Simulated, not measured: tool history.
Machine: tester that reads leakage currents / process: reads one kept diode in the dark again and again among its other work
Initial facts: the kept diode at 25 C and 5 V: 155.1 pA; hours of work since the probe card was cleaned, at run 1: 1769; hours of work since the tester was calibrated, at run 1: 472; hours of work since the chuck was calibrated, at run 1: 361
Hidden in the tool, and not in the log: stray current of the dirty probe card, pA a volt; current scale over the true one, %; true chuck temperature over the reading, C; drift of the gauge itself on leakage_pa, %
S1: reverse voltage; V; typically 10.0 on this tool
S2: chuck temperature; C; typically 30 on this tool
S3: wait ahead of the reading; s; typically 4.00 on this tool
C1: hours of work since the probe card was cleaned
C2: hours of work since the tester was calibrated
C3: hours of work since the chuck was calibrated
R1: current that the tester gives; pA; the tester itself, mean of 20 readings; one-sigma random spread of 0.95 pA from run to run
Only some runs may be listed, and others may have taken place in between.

run,hour,S1,S2,S3,C1,C2,C3,R1
1,0.0,10.0,30,4.00,1769,472,361,358.22
2,61.9,7.7,30,4.00,1805,507,396,315.57
3,153.9,10.0,30,4.00,1858,560,449,365.95
4,196.7,10.0,30,4.00,1882,585,474,368.26
5,275.3,10.0,32,4.00,1927,630,519,421.35
6,351.8,10.0,32,4.00,1971,674,563,423.12
7,439.4,1.2,30,4.00,2022,724,613,123.43
8,540.9,1.2,30,4.00,2080,783,672,123.46
9,634.1,10.0,30,4.00,2134,836,725,382.43
# hour 700.4: probe card cleaned and baked
10,702.0,18.3,30,4.00,1,874,763,482.38
11,802.1,18.3,30,1.17,58,931,820,489.63
12,895.7,18.3,30,1.17,112,985,874,495.99
13,957.4,18.3,30,1.17,148,1020,909,498.27
14,1013.9,18.3,21,1.17,180,1053,942,260.91
15,1062.7,18.3,21,1.17,208,1081,970,264.57
16,1108.9,9.3,39,0.87,235,1108,996,661.74
17,1210.7,14.4,33,5.18,293,1166,1055,558.03
18,1287.7,14.4,36,1.27,338,1210,1099,691.30
# hour 1360.0: chuck's temperature calibrated
19,1387.4,3.6,25,1.58,394,1267,16,133.97
20,1474.4,3.6,25,1.58,444,1317,66,134.21
21,1538.7,5.9,30,5.65,481,1354,103,250.43
22,1619.3,17.3,30,0.79,527,1400,149,441.11
23,1693.2,2.1,40,2.23,570,1442,192,299.66
24,1789.5,11.4,30,4.00,625,1498,247,361.28
25,1881.7,10.0,38,4.00,678,1551,300,588.02

Hidden state or all else? Some run-to-run changes of R1, split into what the settings, what came in and random variation would give without the hidden state, and what is left for the hidden state (with any gauge scatter that isn't in both results):
Run 8 -> 9: S1 1.2 -> 10.0. R1 +258.97 pA: hidden state +49.43, all else +209.54.
Run 15 -> 16: S1 18.3 -> 9.3, S2 21 -> 39, S3 1.17 -> 0.87. R1 +397.17 pA: hidden state +46.74, all else +350.43.
Run 18 -> 19: S1 14.4 -> 3.6, S2 36 -> 25, S3 1.27 -> 1.58, chuck's temperature calibrated. R1 -557.33 pA: hidden state -103.01, all else -454.32.
